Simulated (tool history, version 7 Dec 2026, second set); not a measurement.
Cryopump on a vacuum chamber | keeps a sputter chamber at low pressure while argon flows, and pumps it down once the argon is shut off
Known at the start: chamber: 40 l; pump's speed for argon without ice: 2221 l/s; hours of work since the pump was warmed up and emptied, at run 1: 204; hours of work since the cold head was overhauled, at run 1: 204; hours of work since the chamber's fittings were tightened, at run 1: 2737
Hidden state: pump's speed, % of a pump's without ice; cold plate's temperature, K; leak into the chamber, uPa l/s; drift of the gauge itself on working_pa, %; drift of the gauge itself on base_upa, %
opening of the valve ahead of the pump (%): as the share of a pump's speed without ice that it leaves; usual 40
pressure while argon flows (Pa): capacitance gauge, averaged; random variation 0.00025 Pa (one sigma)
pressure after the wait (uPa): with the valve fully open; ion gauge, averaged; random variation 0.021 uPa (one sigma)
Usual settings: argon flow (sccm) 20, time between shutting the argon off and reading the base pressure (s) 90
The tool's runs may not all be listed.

run,hour,argon flow (sccm),time between shutting the argon off and reading the base pressure (s),opening of the valve ahead of the pump (%),hours of work since the pump was warmed up and emptied,hours of work since the cold head was overhauled,hours of work since the chamber's fittings were tightened,pressure while argon flows (Pa),pressure after the wait (uPa)
1,0,20,90,40,204,204,2737,0.0386,1.93
2,10.3,20,90,40,213,213,2746,0.0389,1.97
3,20.4,20,90,40,222,222,2755,0.0382,1.96
# hour 24.8: leaking fittings of the chamber tightened, without venting
4,29.6,20,90,48,229,229,4,0.0325,0.34
5,41.9,20,90,48,240,240,15,0.0328,0.31
6,52.8,20,90,36,249,249,25,0.0434,0.35
7,65,20,90,40,260,260,36,0.0392,0.32
8,77,20,90,40,271,271,46,0.039,0.32
9,87.4,20,90,40,280,280,56,0.0387,0.37
10,99.2,20,90,60,290,290,66,0.0268,0.39
11,111.5,20,31,40,301,301,77,0.0393,0.64
12,124,20,31,40,312,312,88,0.0395,0.66
13,137.5,20,31,40,325,325,100,0.0396,0.73
14,146.9,20,90,40,333,333,108,0.039,0.4
15,157.4,20,90,40,342,342,118,0.039,0.39
16,172.6,20,90,40,356,356,131,0.0392,0.42
17,184.3,20,77,40,366,366,142,0.0396,0.46
18,198.1,8,25,27,378,378,154,0.0231,0.85
19,205,8,25,27,384,384,160,0.0229,0.9
20,219.5,8,21,27,397,397,173,0.0232,0.96
21,228.4,12,90,40,405,405,181,0.024,0.43
22,243.7,20,68,17,419,419,194,0.0911,0.48
23,250.7,20,68,17,425,425,201,0.0907,0.48
24,257.4,17,30,17,431,431,206,0.0777,0.72
25,263.8,25,90,16,437,437,212,0.1205,0.45
26,270.9,25,178,22,443,443,218,0.0884,0.39
27,279.4,25,178,22,450,450,226,0.0887,0.37
28,286.6,25,178,22,457,457,232,0.0882,0.38
29,300.7,18,178,22,469,469,245,0.0641,0.41
30,312.9,14,90,40,480,480,256,0.0282,0.47
31,325.4,20,201,33,491,491,267,0.0479,0.38
32,334.4,9,38,40,499,499,275,0.0179,0.7
33,346.4,9,280,51,510,510,285,0.0141,0.39
34,355.6,20,31,40,518,518,294,0.0398,0.84

Hidden state or all else? Some run-to-run changes of pressure while argon flows (Pa), split into what the settings, what came in and random variation would give without the hidden state, and what is left for the hidden state (with any gauge scatter that isn't in both results):
Run 17 -> 18: argon flow (sccm) 20 -> 8, time between shutting the argon off and reading the base pressure (s) 77 -> 25, opening of the valve ahead of the pump (%) 40 -> 27. pressure while argon flows (Pa) -0.0165: hidden state -0.0008, all else -0.0157.
Run 21 -> 22: argon flow (sccm) 12 -> 20, time between shutting the argon off and reading the base pressure (s) 90 -> 68, opening of the valve ahead of the pump (%) 40 -> 17. pressure while argon flows (Pa) +0.0671: hidden state +0.0008, all else +0.0663.
Run 24 -> 25: argon flow (sccm) 17 -> 25, time between shutting the argon off and reading the base pressure (s) 30 -> 90, opening of the valve ahead of the pump (%) 17 -> 16. pressure while argon flows (Pa) +0.0428: hidden state +0.0007, all else +0.0421.
Run 29 -> 30: argon flow (sccm) 18 -> 14, time between shutting the argon off and reading the base pressure (s) 178 -> 90, opening of the valve ahead of the pump (%) 22 -> 40. pressure while argon flows (Pa) -0.0359: hidden state -0.0004, all else -0.0355.
Run 31 -> 32: argon flow (sccm) 20 -> 9, time between shutting the argon off and reading the base pressure (s) 201 -> 38, opening of the valve ahead of the pump (%) 33 -> 40. pressure while argon flows (Pa) -0.03: hidden state -0.0011, all else -0.0289.
Run 33 -> 34: argon flow (sccm) 9 -> 20, time between shutting the argon off and reading the base pressure (s) 280 -> 31, opening of the valve ahead of the pump (%) 51 -> 40. pressure while argon flows (Pa) +0.0257: hidden state +0.0011, all else +0.0246.
